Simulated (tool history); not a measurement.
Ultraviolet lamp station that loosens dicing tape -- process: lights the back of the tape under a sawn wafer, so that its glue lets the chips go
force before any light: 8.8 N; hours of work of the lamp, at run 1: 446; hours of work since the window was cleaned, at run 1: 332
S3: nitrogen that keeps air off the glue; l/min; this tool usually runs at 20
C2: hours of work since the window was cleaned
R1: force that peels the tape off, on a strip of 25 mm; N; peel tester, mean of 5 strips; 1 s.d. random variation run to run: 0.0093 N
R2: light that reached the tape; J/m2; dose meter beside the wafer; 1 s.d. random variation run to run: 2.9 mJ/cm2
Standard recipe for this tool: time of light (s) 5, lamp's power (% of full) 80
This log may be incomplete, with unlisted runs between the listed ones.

{"run": 1, "day": 0.0, "time of light (s)": 5, "lamp's power (% of full)": 80, "S3": 20, "hours of work of the lamp": 446, "C2": 332, "R1": 0.504, "R2": 3540}
{"run": 2, "day": 1.092, "time of light (s)": 5, "lamp's power (% of full)": 80, "S3": 20, "hours of work of the lamp": 458, "C2": 344, "R1": 0.506, "R2": 3490}
{"run": 3, "day": 2.371, "time of light (s)": 5, "lamp's power (% of full)": 80, "S3": 20, "hours of work of the lamp": 472, "C2": 358, "R1": 0.499, "R2": 3480}
{"run": 4, "day": 2.921, "time of light (s)": 4, "lamp's power (% of full)": 80, "S3": 20, "hours of work of the lamp": 477, "C2": 364, "R1": 0.791, "R2": 2850}
{"run": 5, "day": 3.667, "time of light (s)": 5, "lamp's power (% of full)": 80, "S3": 20, "hours of work of the lamp": 486, "C2": 372, "R1": 0.472, "R2": 3520}
{"run": 6, "day": 5.004, "time of light (s)": 5, "lamp's power (% of full)": 92, "S3": 20, "hours of work of the lamp": 500, "C2": 386, "R1": 0.422, "R2": 3990}
{"run": 7, "day": 5.733, "time of light (s)": 5, "lamp's power (% of full)": 92, "S3": 20, "hours of work of the lamp": 508, "C2": 394, "R1": 0.403, "R2": 3920}
{"run": 8, "day": 6.8, "time of light (s)": 5, "lamp's power (% of full)": 80, "S3": 20, "hours of work of the lamp": 519, "C2": 406, "R1": 0.516, "R2": 3400}
{"run": 9, "day": 8.008, "time of light (s)": 5, "lamp's power (% of full)": 63, "S3": 20, "hours of work of the lamp": 532, "C2": 419, "R1": 0.817, "R2": 2690}
{"run": 10, "day": 8.783, "time of light (s)": 5, "lamp's power (% of full)": 63, "S3": 20, "hours of work of the lamp": 541, "C2": 427, "R1": 0.848, "R2": 2670}
{"run": 11, "day": 10.012, "time of light (s)": 5, "lamp's power (% of full)": 63, "S3": 20, "hours of work of the lamp": 554, "C2": 440, "R1": 0.826, "R2": 2700}
{"day": 10.112, "done": "window cleaned of glue's vapour"}
{"run": 12, "day": 10.588, "time of light (s)": 5, "lamp's power (% of full)": 63, "S3": 20, "hours of work of the lamp": 560, "C2": 5, "R1": 0.84, "R2": 2600}
{"run": 13, "day": 11.55, "time of light (s)": 5, "lamp's power (% of full)": 63, "S3": 20, "hours of work of the lamp": 570, "C2": 16, "R1": 0.878, "R2": 2620}
{"run": 14, "day": 12.104, "time of light (s)": 3, "lamp's power (% of full)": 63, "S3": 20, "hours of work of the lamp": 576, "C2": 22, "R1": 2.064, "R2": 1580}
{"day": 12.383, "done": "window cleaned of glue's vapour, once more"}
{"run": 15, "day": 12.967, "time of light (s)": 8, "lamp's power (% of full)": 80, "S3": 8, "hours of work of the lamp": 586, "C2": 6, "R1": 0.437, "R2": 5580}
{"run": 16, "day": 14.258, "time of light (s)": 3, "lamp's power (% of full)": 69, "S3": 16, "hours of work of the lamp": 599, "C2": 20, "R1": 1.907, "R2": 1760}
{"run": 17, "day": 15.467, "time of light (s)": 4, "lamp's power (% of full)": 85, "S3": 9, "hours of work of the lamp": 613, "C2": 33, "R1": 1.315, "R2": 2920}
{"run": 18, "day": 16.817, "time of light (s)": 4, "lamp's power (% of full)": 85, "S3": 9, "hours of work of the lamp": 627, "C2": 48, "R1": 1.297, "R2": 2930}
{"run": 19, "day": 17.912, "time of light (s)": 3, "lamp's power (% of full)": 85, "S3": 11, "hours of work of the lamp": 639, "C2": 60, "R1": 1.868, "R2": 2190}
{"run": 20, "day": 18.475, "time of light (s)": 3, "lamp's power (% of full)": 85, "S3": 11, "hours of work of the lamp": 645, "C2": 66, "R1": 1.831, "R2": 2220}
{"run": 21, "day": 19.333, "time of light (s)": 3, "lamp's power (% of full)": 85, "S3": 11, "hours of work of the lamp": 654, "C2": 75, "R1": 1.808, "R2": 2180}
{"run": 22, "day": 20.296, "time of light (s)": 3, "lamp's power (% of full)": 85, "S3": 11, "hours of work of the lamp": 665, "C2": 85, "R1": 1.803, "R2": 2100}
{"run": 23, "day": 21.15, "time of light (s)": 5, "lamp's power (% of full)": 80, "S3": 16, "hours of work of the lamp": 674, "C2": 95, "R1": 0.655, "R2": 3360}
{"run": 24, "day": 22.183, "time of light (s)": 5, "lamp's power (% of full)": 80, "S3": 16, "hours of work of the lamp": 685, "C2": 106, "R1": 0.643, "R2": 3360}
{"run": 25, "day": 23.442, "time of light (s)": 5, "lamp's power (% of full)": 80, "S3": 16, "hours of work of the lamp": 699, "C2": 119, "R1": 0.627, "R2": 3310}
{"run": 26, "day": 24.358, "time of light (s)": 2, "lamp's power (% of full)": 65, "S3": 6, "hours of work of the lamp": 709, "C2": 129, "R1": 4.804, "R2": 1070}
{"run": 27, "day": 24.983, "time of light (s)": 2, "lamp's power (% of full)": 65, "S3": 6, "hours of work of the lamp": 715, "C2": 136, "R1": 4.551, "R2": 1110}
{"run": 28, "day": 25.762, "time of light (s)": 6, "lamp's power (% of full)": 80, "S3": 7, "hours of work of the lamp": 724, "C2": 144, "R1": 0.929, "R2": 3980}

Hidden condition of the tool, last listed run before each entry between runs versus first listed run after:
Between runs 11 and 12: window cleaned of glue's vapour (day 10.112)
  lamp's light, % of a new lamp's: 86.2 -> 86; light that the window lets through, % of a clean one's: 96.6 -> 95.6
  measured less the result without the state, R1: +0.241 -> +0.264 N; R2: -530 -> -570 J/m2
Between runs 14 and 15: window cleaned of glue's vapour, once more (day 12.383)
  lamp's light, % of a new lamp's: 85.6 -> 85.4; light that the window lets through, % of a clean one's: 95.5 -> 99.9
  measured less the result without the state, R1: +0.536 -> +0.091 N; R2: -350 -> -960 J/m2
